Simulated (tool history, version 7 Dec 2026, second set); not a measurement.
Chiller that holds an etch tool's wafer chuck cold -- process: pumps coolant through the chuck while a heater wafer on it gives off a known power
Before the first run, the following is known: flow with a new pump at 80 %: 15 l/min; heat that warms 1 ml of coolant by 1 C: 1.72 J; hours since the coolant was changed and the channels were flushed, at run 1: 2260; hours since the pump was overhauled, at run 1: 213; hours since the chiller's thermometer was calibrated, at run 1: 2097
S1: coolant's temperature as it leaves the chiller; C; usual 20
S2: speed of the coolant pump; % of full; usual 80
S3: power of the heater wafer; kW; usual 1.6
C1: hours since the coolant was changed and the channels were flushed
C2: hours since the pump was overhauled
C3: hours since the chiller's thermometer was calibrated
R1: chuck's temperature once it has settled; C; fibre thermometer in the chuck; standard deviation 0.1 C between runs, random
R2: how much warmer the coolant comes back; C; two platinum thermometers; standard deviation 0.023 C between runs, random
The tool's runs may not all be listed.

run     day  S1  S2     S3    C1   C2    C3    R1    R2
  1       0  20  80    1.6  2260  213  2097  35.7  3.78
  2   1.317  20  80    1.6  2292  245  2129  35.8  3.73
  3   3.388  20  80    1.6  2341  294  2178    36  3.71
  4   5.304  20  80    1.6  2387  341  2224  35.7  3.72
  5   7.167  20  80    1.6  2432  385  2269  35.8  3.66
  6   8.612  20  80    1.6  2467  420  2304  35.6  3.68
  7    10.9  28  80    1.6  2522  475  2359  43.8  3.63
  8  12.542  20  80  2.055  2561  514  2398  40.2  4.67
  9  14.158  20  80  2.055  2600  553  2437  40.2  4.72
 10  16.162  20  80    1.6  2648  601  2485  35.7  3.61
 11  17.546  12  80    1.6  2681  634  2518  27.8  3.57
 12  19.362  12  80    1.6  2725  678  2562  27.7  3.58
 13  21.242  12  80    1.6  2770  723  2607  27.9  3.57
 14  22.388  12  80    1.6  2797  751  2634  27.7  3.59
 15  24.267  12  80    1.6  2842  796  2680  27.8  3.59
 16  25.738  16  91    1.6  2878  831  2715  30.4   3.1
 17  28.104  16  91    1.6  2935  888  2772  30.4  3.07
 18  30.008  20  80  1.216  2980  933  2817    32  2.62
 19  32.079  20  80  1.216  3030  983  2867  31.9  2.58

Run 20 comes next. What will it give?
 20  34.446  15  74  1.687  3087  1040  2924   ?   ?

Run 20 yielded R1 32.6 C, R2 4.04 C.
Take away the tool's hidden state, keep the run-to-run variation as it was, and the same run would have given R1 32.6 C, R2 4.28 C.
